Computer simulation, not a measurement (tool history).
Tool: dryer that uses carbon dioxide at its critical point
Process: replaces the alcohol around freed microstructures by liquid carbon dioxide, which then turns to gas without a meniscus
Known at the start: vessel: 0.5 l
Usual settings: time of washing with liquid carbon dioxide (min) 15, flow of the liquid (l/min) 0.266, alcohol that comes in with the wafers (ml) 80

run	hour	time of washing with liquid carbon dioxide (min)	flow of the liquid (l/min)	alcohol that comes in with the wafers (ml)	alcohol left in the vessel before it's heated (ppm by volume)
1	0.0	15	0.266	80	229
2	6.3	15	0.266	78	216
3	16.3	15	0.266	78	229
4	25.8	15	0.266	78	227
5	30.7	15	0.241	80	408
6	37.9	15	0.241	80	421
7	46.0	15	0.266	68	218
8	55.8	10	0.266	80	1994
9	65.3	14	0.266	80	380
10	73.6	14	0.266	80	381
# hour 79.8: inlet filter changed
11	83.4	15	0.350	80	57
12	93.1	15	0.350	80	60
13	102.1	15	0.266	61	128
14	113.0	15	0.266	80	156
15	120.8	18	0.266	80	82
16	129.7	18	0.266	80	72
17	135.5	18	0.266	80	84
18	140.5	18	0.266	80	78
19	151.9	18	0.266	80	87
20	160.7	18	0.266	80	86
21	169.9	18	0.266	80	87
22	176.8	18	0.266	80	78
23	185.0	18	0.266	80	83
24	196.0	13	0.266	80	377
25	203.6	11	0.186	59	3050
26	212.3	15	0.266	30	104
27	218.6	11	0.384	80	137
28	227.9	13	0.355	94	114
29	237.5	15	0.415	33	63
30	247.1	14	0.300	81	147
31	253.8	18	0.266	80	95
32	258.8	18	0.266	80	104
33	266.9	18	0.266	80	99
34	272.0	17	0.310	83	87
35	283.5	17	0.310	83	76
36	294.3	17	0.310	83	84
37	303.8	17	0.310	83	84
38	311.2	17	0.310	83	82
39	316.7	10	0.295	27	395
40	323.8	17	0.266	87	138
41	329.3	17	0.266	87	151
42	340.0	17	0.266	87	140
43	347.9	14	0.348	21	90
44	356.2	11	0.179	27	1935
45	362.2	15	0.238	88	467
46	367.3	15	0.238	88	479

Forecast each of these 3 alternatives for the next run:
A	376.3	19	0.363	97	?
B	376.3	15	0.238	28	?
C	376.3	9	0.266	62	?

run	alcohol left in the vessel before it's heated (ppm by volume)
A	87
B	198
C	2198
Without the tool's hidden state the same runs would have given:
run	alcohol left in the vessel before it's heated (ppm by volume)
A	10
B	74
C	1533
